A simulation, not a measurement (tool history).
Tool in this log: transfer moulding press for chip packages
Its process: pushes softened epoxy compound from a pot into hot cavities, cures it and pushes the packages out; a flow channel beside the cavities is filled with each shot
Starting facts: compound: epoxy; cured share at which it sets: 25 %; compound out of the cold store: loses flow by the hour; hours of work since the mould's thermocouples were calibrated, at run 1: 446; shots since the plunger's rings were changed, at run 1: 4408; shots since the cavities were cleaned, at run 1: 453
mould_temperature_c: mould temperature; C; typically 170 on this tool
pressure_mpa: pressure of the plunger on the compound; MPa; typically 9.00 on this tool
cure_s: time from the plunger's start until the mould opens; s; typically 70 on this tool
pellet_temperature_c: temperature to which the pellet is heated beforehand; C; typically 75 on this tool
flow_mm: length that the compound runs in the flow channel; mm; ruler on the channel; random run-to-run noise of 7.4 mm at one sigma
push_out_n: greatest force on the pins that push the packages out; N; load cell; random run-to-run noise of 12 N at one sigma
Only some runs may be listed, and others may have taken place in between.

run	day	mould_temperature_c	pressure_mpa	cure_s	pellet_temperature_c	hours of work since the mould's thermocouples were calibrated	shots since the plunger's rings were changed	shots since the cavities were cleaned	incoming compound's hours out of the cold store	flow_mm	push_out_n
1	0.000	170	9.00	70	75	446	4408	453	33.2	769	905
# day 0.712: cavities cleaned with cleaning compound and waxed
2	2.058	170	9.00	70	75	476	5102	468	29.9	792	883
# day 2.633: cavities cleaned with cleaning compound and waxed
# day 3.829: plunger's sealing rings changed
3	3.829	170	9.00	70	75	500	0	380	28.8	857	799
# day 4.671: cavities cleaned with cleaning compound and waxed
# day 6.596: cavities cleaned with cleaning compound and waxed
4	6.608	170	9.00	70	75	540	921	3	15.3	940	565
# day 8.529: cavities cleaned with cleaning compound and waxed
5	9.658	170	9.00	70	75	585	1960	392	18.8	892	864
# day 10.571: cavities cleaned with cleaning compound and waxed
6	12.017	177	9.00	70	75	620	2757	501	18.7	854	656
# day 12.475: cavities cleaned with cleaning compound and waxed
# day 14.475: cavities cleaned with cleaning compound and waxed
7	14.533	175	9.00	70	75	656	3588	20	29.0	778	430
8	16.029	175	9.00	70	75	679	4109	541	20.0	819	679
# day 16.408: cavities cleaned with cleaning compound and waxed
# day 18.438: cavities cleaned with cleaning compound and waxed
9	18.446	170	9.00	70	75	714	4905	4	46.2	689	492
# day 20.400: cavities cleaned with cleaning compound and waxed
10	20.521	170	9.00	70	75	744	5604	42	15.3	850	610
# day 20.779: mould's thermocouples calibrated
# day 20.883: plunger's sealing rings changed
11	21.950	170	9.00	70	75	16	371	474	34.5	836	913
# day 22.579: cavities cleaned with cleaning compound and waxed
12	23.458	170	9.00	70	74	38	873	305	21.0	898	868
# day 24.604: cavities cleaned with cleaning compound and waxed
13	25.200	170	9.00	70	75	63	1456	206	37.2	798	714
# day 26.550: cavities cleaned with cleaning compound and waxed
14	26.550	170	9.00	70	75	83	1904	0	18.6	912	582
15	28.083	170	9.00	70	75	106	2437	533	24.6	846	976
# day 28.562: cavities cleaned with cleaning compound and waxed
# day 30.596: cavities cleaned with cleaning compound and waxed
16	30.883	170	9.00	70	75	146	3366	100	28.5	806	640
17	32.154	166	10.17	52	70	166	3809	543	32.9	829	2360
# day 32.604: cavities cleaned with cleaning compound and waxed
# day 34.575: cavities cleaned with cleaning compound and waxed
18	35.254	166	9.32	68	70	211	4842	235	17.0	866	1253
# day 36.617: cavities cleaned with cleaning compound and waxed
19	37.075	163	9.26	108	81	237	5454	160	36.6	764	486
# day 37.700: plunger's sealing rings changed
# day 38.617: cavities cleaned with cleaning compound and waxed
20	39.562	170	9.00	70	82	272	625	329	32.6	833	810
# day 40.638: cavities cleaned with cleaning compound and waxed
21	41.917	175	9.00	70	80	307	1421	445	26.1	839	676
# day 42.783: cavities cleaned with cleaning compound and waxed
22	43.483	175	9.35	70	75	330	1944	242	15.5	916	594
# day 44.729: cavities cleaned with cleaning compound and waxed
23	46.417	165	6.96	55	74	373	2942	586	46.8	646	2091
# day 46.742: cavities cleaned with cleaning compound and waxed
24	47.696	173	9.45	55	74	392	3364	331	31.1	796	1170
# day 48.762: cavities cleaned with cleaning compound and waxed
25	49.942	172	8.70	83	78	425	4124	411	37.3	726	616

What differs in the tool's unlogged condition from the final listed run ahead of each entry between runs to the first listed run following it?
Between runs 1 and 2: cavities cleaned with cleaning compound and waxed (day 0.712)
  true mould temperature over the reading, C: 0.49 -> 0.53; pressure that reaches the compound, % of what is set: 82.78 -> 80.29; grip of the stained cavities, % over clean ones': 74.4 -> 68.8
  measured value less the no-hidden-state value, flow_mm: -78 -> -94 mm; push_out_n: +367 -> +341 N
Between runs 2 and 3: cavities cleaned with cleaning compound and waxed (day 2.633); plunger's sealing rings changed (day 3.829)
  true mould temperature over the reading, C: 0.53 -> 0.56; pressure that reaches the compound, % of what is set: 80.29 -> 99.56; grip of the stained cavities, % over clean ones': 68.8 -> 57.2
  measured value less the no-hidden-state value, flow_mm: -94 -> -4 mm; push_out_n: +341 -> +271 N
Between runs 3 and 4: cavities cleaned with cleaning compound and waxed (day 4.671); cavities cleaned with cleaning compound and waxed (day 6.596)
  true mould temperature over the reading, C: 0.56 -> 0.6; pressure that reaches the compound, % of what is set: 99.56 -> 96.07; grip of the stained cavities, % over clean ones': 57.2 -> 1.4
  measured value less the no-hidden-state value, flow_mm: -4 -> -21 mm; push_out_n: +271 -> -18 N
Between runs 4 and 5: cavities cleaned with cleaning compound and waxed (day 8.529)
  true mould temperature over the reading, C: 0.6 -> 0.66; pressure that reaches the compound, % of what is set: 96.07 -> 91.89; grip of the stained cavities, % over clean ones': 1.4 -> 62.3
  measured value less the no-hidden-state value, flow_mm: -21 -> -40 mm; push_out_n: -18 -> +304 N
Between runs 5 and 6: cavities cleaned with cleaning compound and waxed (day 10.571)
  true mould temperature over the reading, C: 0.66 -> 0.7; pressure that reaches the compound, % of what is set: 91.89 -> 88.77; grip of the stained cavities, % over clean ones': 62.3 -> 69.7
  measured value less the no-hidden-state value, flow_mm: -40 -> -54 mm; push_out_n: +304 -> +259 N
Between runs 6 and 7: cavities cleaned with cleaning compound and waxed (day 12.475); cavities cleaned with cleaning compound and waxed (day 14.475)
  true mould temperature over the reading, C: 0.7 -> 0.75; pressure that reaches the compound, % of what is set: 88.77 -> 85.32; grip of the stained cavities, % over clean ones': 69.7 -> 4.8
  measured value less the no-hidden-state value, flow_mm: -54 -> -67 mm; push_out_n: +259 -> +8 N
Between runs 8 and 9: cavities cleaned with cleaning compound and waxed (day 16.408); cavities cleaned with cleaning compound and waxed (day 18.438)
  true mould temperature over the reading, C: 0.77 -> 0.82; pressure that reaches the compound, % of what is set: 83.2 -> 80.22; grip of the stained cavities, % over clean ones': 75.1 -> 1.8
  measured value less the no-hidden-state value, flow_mm: -82 -> -83 mm; push_out_n: +281 -> -17 N
Between runs 9 and 10: cavities cleaned with cleaning compound and waxed (day 20.400)
  true mould temperature over the reading, C: 0.82 -> 0.86; pressure that reaches the compound, % of what is set: 80.22 -> 77.43; grip of the stained cavities, % over clean ones': 1.8 -> 12.3
  measured value less the no-hidden-state value, flow_mm: -83 -> -118 mm; push_out_n: -17 -> +32 N
Between runs 10 and 11: mould's thermocouples calibrated (day 20.779); plunger's sealing rings changed (day 20.883)
  true mould temperature over the reading, C: 0.86 -> -0.03; pressure that reaches the compound, % of what is set: 77.43 -> 98.54; grip of the stained cavities, % over clean ones': 12.3 -> 69.9
  measured value less the no-hidden-state value, flow_mm: -118 -> -6 mm; push_out_n: +32 -> +376 N
Between runs 11 and 12: cavities cleaned with cleaning compound and waxed (day 22.579)
  true mould temperature over the reading, C: -0.03 -> 0; pressure that reaches the compound, % of what is set: 98.54 -> 96.48; grip of the stained cavities, % over clean ones': 69.9 -> 52
  measured value less the no-hidden-state value, flow_mm: -6 -> -16 mm; push_out_n: +376 -> +297 N
Between runs 12 and 13: cavities cleaned with cleaning compound and waxed (day 24.604)
  true mould temperature over the reading, C: 0 -> 0.03; pressure that reaches the compound, % of what is set: 96.48 -> 94.09; grip of the stained cavities, % over clean ones': 52 -> 35.1
  measured value less the no-hidden-state value, flow_mm: -16 -> -25 mm; push_out_n: +297 -> +185 N
Between runs 13 and 14: cavities cleaned with cleaning compound and waxed (day 26.550)
  true mould temperature over the reading, C: 0.03 -> 0.05; pressure that reaches the compound, % of what is set: 94.09 -> 92.36; grip of the stained cavities, % over clean ones': 35.1 -> 1.6
  measured value less the no-hidden-state value, flow_mm: -25 -> -37 mm; push_out_n: +185 -> +7 N
Between runs 15 and 16: cavities cleaned with cleaning compound and waxed (day 28.562); cavities cleaned with cleaning compound and waxed (day 30.596)
  true mould temperature over the reading, C: 0.08 -> 0.13; pressure that reaches the compound, % of what is set: 90.26 -> 86.46; grip of the stained cavities, % over clean ones': 71 -> 21
  measured value less the no-hidden-state value, flow_mm: -45 -> -62 mm; push_out_n: +402 -> +107 N
Between runs 17 and 18: cavities cleaned with cleaning compound and waxed (day 32.604); cavities cleaned with cleaning compound and waxed (day 34.575)
  true mould temperature over the reading, C: 0.15 -> 0.2; pressure that reaches the compound, % of what is set: 84.77 -> 81.01; grip of the stained cavities, % over clean ones': 73.3 -> 45.8
  measured value less the no-hidden-state value, flow_mm: -73 -> -98 mm; push_out_n: +990 -> +380 N
Between runs 18 and 19: cavities cleaned with cleaning compound and waxed (day 36.617)
  true mould temperature over the reading, C: 0.2 -> 0.23; pressure that reaches the compound, % of what is set: 81.01 -> 78.69; grip of the stained cavities, % over clean ones': 45.8 -> 25.4
  measured value less the no-hidden-state value, flow_mm: -98 -> -98 mm; push_out_n: +380 -> +95 N
Between runs 19 and 20: plunger's sealing rings changed (day 37.700); cavities cleaned with cleaning compound and waxed (day 38.617)
  true mould temperature over the reading, C: 0.23 -> 0.28; pressure that reaches the compound, % of what is set: 78.69 -> 97.39; grip of the stained cavities, % over clean ones': 25.4 -> 55.4
  measured value less the no-hidden-state value, flow_mm: -98 -> -12 mm; push_out_n: +95 -> +279 N
Between runs 20 and 21: cavities cleaned with cleaning compound and waxed (day 40.638)
  true mould temperature over the reading, C: 0.28 -> 0.32; pressure that reaches the compound, % of what is set: 97.39 -> 94.18; grip of the stained cavities, % over clean ones': 55.4 -> 66.3
  measured value less the no-hidden-state value, flow_mm: -12 -> -27 mm; push_out_n: +279 -> +263 N
Between runs 21 and 22: cavities cleaned with cleaning compound and waxed (day 42.783)
  true mould temperature over the reading, C: 0.32 -> 0.35; pressure that reaches the compound, % of what is set: 94.18 -> 91.87; grip of the stained cavities, % over clean ones': 66.3 -> 43.3
  measured value less the no-hidden-state value, flow_mm: -27 -> -41 mm; push_out_n: +263 -> +174 N
Between runs 22 and 23: cavities cleaned with cleaning compound and waxed (day 44.729)
  true mould temperature over the reading, C: 0.35 -> 0.4; pressure that reaches the compound, % of what is set: 91.87 -> 88.2; grip of the stained cavities, % over clean ones': 43.3 -> 74.7
  measured value less the no-hidden-state value, flow_mm: -41 -> -43 mm; push_out_n: +174 -> +867 N
Between runs 23 and 24: cavities cleaned with cleaning compound and waxed (day 46.742)
  true mould temperature over the reading, C: 0.4 -> 0.42; pressure that reaches the compound, % of what is set: 88.2 -> 86.42; grip of the stained cavities, % over clean ones': 74.7 -> 55.4
  measured value less the no-hidden-state value, flow_mm: -43 -> -62 mm; push_out_n: +867 -> +393 N
Between runs 24 and 25: cavities cleaned with cleaning compound and waxed (day 48.762)
  true mould temperature over the reading, C: 0.42 -> 0.46; pressure that reaches the compound, % of what is set: 86.42 -> 83.7; grip of the stained cavities, % over clean ones': 55.4 -> 58.6
  measured value less the no-hidden-state value, flow_mm: -62 -> -69 mm; push_out_n: +393 -> +224 N
